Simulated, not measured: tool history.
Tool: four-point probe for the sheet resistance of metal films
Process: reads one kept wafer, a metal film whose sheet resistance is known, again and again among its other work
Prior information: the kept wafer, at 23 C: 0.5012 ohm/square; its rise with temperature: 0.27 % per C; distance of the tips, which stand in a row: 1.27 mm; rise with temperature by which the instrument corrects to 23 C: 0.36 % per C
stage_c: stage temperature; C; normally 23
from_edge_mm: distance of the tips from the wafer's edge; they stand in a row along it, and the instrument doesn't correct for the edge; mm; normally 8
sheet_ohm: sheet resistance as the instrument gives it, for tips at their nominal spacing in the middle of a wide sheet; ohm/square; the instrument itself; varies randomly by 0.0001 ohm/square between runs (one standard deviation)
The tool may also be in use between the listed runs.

| run | hour | stage_c | from_edge_mm | sheet_ohm |
|---|---|---|---|---|
| 1 | 0.0 | 23 | 8 | 0.507299 |
| 2 | 9.8 | 23 | 42 | 0.500806 |
| 3 | 27.5 | 25 | 8 | 0.506487 |
| 4 | 45.4 | 23 | 29 | 0.500955 |
| 5 | 56.2 | 23 | 29 | 0.500959 |
| 6 | 71.5 | 23 | 29 | 0.501026 |
| 7 | 81.0 | 25 | 29 | 0.500196 |
| 8 | 98.9 | 26 | 8 | 0.505854 |
| 9 | 112.0 | 26 | 8 | 0.506113 |
| 10 | 125.7 | 26 | 8 | 0.505981 |
| 11 | 134.4 | 23 | 13 | 0.503314 |
| 12 | 148.7 | 34 | 13 | 0.498139 |
| 13 | 165.6 | 20 | 8 | 0.508956 |
| 14 | 180.4 | 19 | 8 | 0.509528 |
| 15 | 189.8 | 19 | 8 | 0.509281 |
| 16 | 208.9 | 19 | 8 | 0.509401 |
| 17 | 227.0 | 23 | 8 | 0.507527 |
| 18 | 241.1 | 23 | 8 | 0.507462 |
| 19 | 252.7 | 22 | 8 | 0.507820 |
| 20 | 270.1 | 22 | 8 | 0.508015 |
| 21 | 289.1 | 23 | 8 | 0.507732 |
| 22 | 298.8 | 23 | 38 | 0.501305 |
| 23 | 317.0 | 23 | 38 | 0.501212 |
| 24 | 332.8 | 24 | 39 | 0.500760 |
| 25 | 347.7 | 24 | 39 | 0.500767 |
| 26 | 364.7 | 19 | 31 | 0.503542 |
| 27 | 377.9 | 19 | 31 | 0.503356 |
| 28 | 392.3 | 19 | 31 | 0.503493 |
| 29 | 402.5 | 21 | 8 | 0.508722 |
| 30 | 414.6 | 21 | 39 | 0.502309 |
| 31 | 422.5 | 20 | 67 | 0.502564 |
| 32 | 439.3 | 23 | 53 | 0.501411 |
| 33 | 456.7 | 28 | 4 | 0.524357 |
| 34 | 465.5 | 35 | 10 | 0.499870 |
| 35 | 479.7 | 35 | 10 | 0.499862 |
| 36 | 487.6 | 23 | 6 | 0.512966 |
| 37 | 498.9 | 29 | 33 | 0.498838 |
| 38 | 511.0 | 19 | 5 | 0.519918 |
| 39 | 526.0 | 19 | 46 | 0.503562 |
| 40 | 540.9 | 19 | 46 | 0.503451 |
| 41 | 551.3 | 33 | 10 | 0.500834 |
| 42 | 568.1 | 25 | 21 | 0.501328 |
| 43 | 584.6 | 25 | 21 | 0.501402 |
| 44 | 603.1 | 22 | 4 | 0.527770 |
| 45 | 614.7 | 28 | 59 | 0.498975 |

3 ways to go on from here, each from the tool as it stands after run 45. What would each give?
| A | 631.8 | 25 | 17 | ? |
| B | 631.8 | 18 | 41 | ? |
| C | 631.8 | 31 | 13 | ? |

| run | sheet_ohm |
|---|---|
| A | 0.501742 |
| B | 0.503846 |
| C | 0.500269 |
What these runs would have given with no unlogged condition in the tool:
| run | sheet_ohm |
|---|---|
| A | 0.501597 |
| B | 0.503696 |
| C | 0.500128 |
